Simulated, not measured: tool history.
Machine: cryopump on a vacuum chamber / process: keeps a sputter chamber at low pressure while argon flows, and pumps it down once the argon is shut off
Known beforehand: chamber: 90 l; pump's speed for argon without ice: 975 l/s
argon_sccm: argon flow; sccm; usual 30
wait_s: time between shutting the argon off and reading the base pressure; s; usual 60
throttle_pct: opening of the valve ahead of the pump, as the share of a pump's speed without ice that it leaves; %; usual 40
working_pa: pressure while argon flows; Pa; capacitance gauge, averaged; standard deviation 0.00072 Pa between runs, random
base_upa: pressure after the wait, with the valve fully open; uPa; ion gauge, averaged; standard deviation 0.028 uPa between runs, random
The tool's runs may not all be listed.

{"run": 1, "hour": 0.0, "argon_sccm": 30, "wait_s": 60, "throttle_pct": 40, "working_pa": 0.1418, "base_upa": 2.03}
{"run": 2, "hour": 17.8, "argon_sccm": 30, "wait_s": 60, "throttle_pct": 40, "working_pa": 0.1422, "base_upa": 2.09}
{"run": 3, "hour": 29.1, "argon_sccm": 30, "wait_s": 60, "throttle_pct": 40, "working_pa": 0.1426, "base_upa": 1.95}
{"run": 4, "hour": 44.4, "argon_sccm": 30, "wait_s": 60, "throttle_pct": 16, "working_pa": 0.3385, "base_upa": 2.08}
{"run": 5, "hour": 62.2, "argon_sccm": 30, "wait_s": 60, "throttle_pct": 18, "working_pa": 0.2981, "base_upa": 2.12}
{"run": 6, "hour": 73.8, "argon_sccm": 30, "wait_s": 60, "throttle_pct": 18, "working_pa": 0.3003, "base_upa": 2.09}
{"run": 7, "hour": 88.1, "argon_sccm": 30, "wait_s": 60, "throttle_pct": 18, "working_pa": 0.3025, "base_upa": 2.06}
{"run": 8, "hour": 96.9, "argon_sccm": 30, "wait_s": 60, "throttle_pct": 40, "working_pa": 0.1426, "base_upa": 2.12}
{"run": 9, "hour": 110.5, "argon_sccm": 30, "wait_s": 60, "throttle_pct": 40, "working_pa": 0.1447, "base_upa": 2.16}
{"run": 10, "hour": 124.2, "argon_sccm": 30, "wait_s": 60, "throttle_pct": 40, "working_pa": 0.1451, "base_upa": 2.15}
{"run": 11, "hour": 142.7, "argon_sccm": 30, "wait_s": 60, "throttle_pct": 26, "working_pa": 0.2152, "base_upa": 2.15}
{"run": 12, "hour": 160.3, "argon_sccm": 30, "wait_s": 96, "throttle_pct": 40, "working_pa": 0.1444, "base_upa": 1.78}
{"run": 13, "hour": 174.6, "argon_sccm": 30, "wait_s": 60, "throttle_pct": 40, "working_pa": 0.1446, "base_upa": 2.11}
{"run": 14, "hour": 191.4, "argon_sccm": 30, "wait_s": 60, "throttle_pct": 40, "working_pa": 0.1442, "base_upa": 2.25}
{"run": 15, "hour": 209.4, "argon_sccm": 30, "wait_s": 60, "throttle_pct": 40, "working_pa": 0.1457, "base_upa": 2.2}
{"run": 16, "hour": 229.5, "argon_sccm": 30, "wait_s": 60, "throttle_pct": 40, "working_pa": 0.1457, "base_upa": 2.17}
{"run": 17, "hour": 245.6, "argon_sccm": 30, "wait_s": 60, "throttle_pct": 40, "working_pa": 0.1459, "base_upa": 2.25}
{"run": 18, "hour": 255.1, "argon_sccm": 45, "wait_s": 60, "throttle_pct": 40, "working_pa": 0.2207, "base_upa": 2.31}
{"run": 19, "hour": 265.7, "argon_sccm": 45, "wait_s": 60, "throttle_pct": 40, "working_pa": 0.2213, "base_upa": 2.17}
{"run": 20, "hour": 284.4, "argon_sccm": 38, "wait_s": 60, "throttle_pct": 40, "working_pa": 0.1873, "base_upa": 2.32}
{"run": 21, "hour": 297.9, "argon_sccm": 21, "wait_s": 60, "throttle_pct": 40, "working_pa": 0.1025, "base_upa": 2.31}
{"run": 22, "hour": 313.9, "argon_sccm": 27, "wait_s": 60, "throttle_pct": 35, "working_pa": 0.1505, "base_upa": 2.3}
{"run": 23, "hour": 330.6, "argon_sccm": 41, "wait_s": 187, "throttle_pct": 15, "working_pa": 0.4972, "base_upa": 1.61}

For run 24, what comes out?
{"run": 24, "hour": 344.0, "argon_sccm": 41, "wait_s": 268, "throttle_pct": 19, "working_pa": "?", "base_upa": "?"}

Logged for run 24: working_pa 0.4025 Pa, base_upa 1.55 uPa.
With the hidden condition absent and the run-to-run variation left alone, this run would have shown working_pa 0.3763 Pa, base_upa 0.55 uPa.
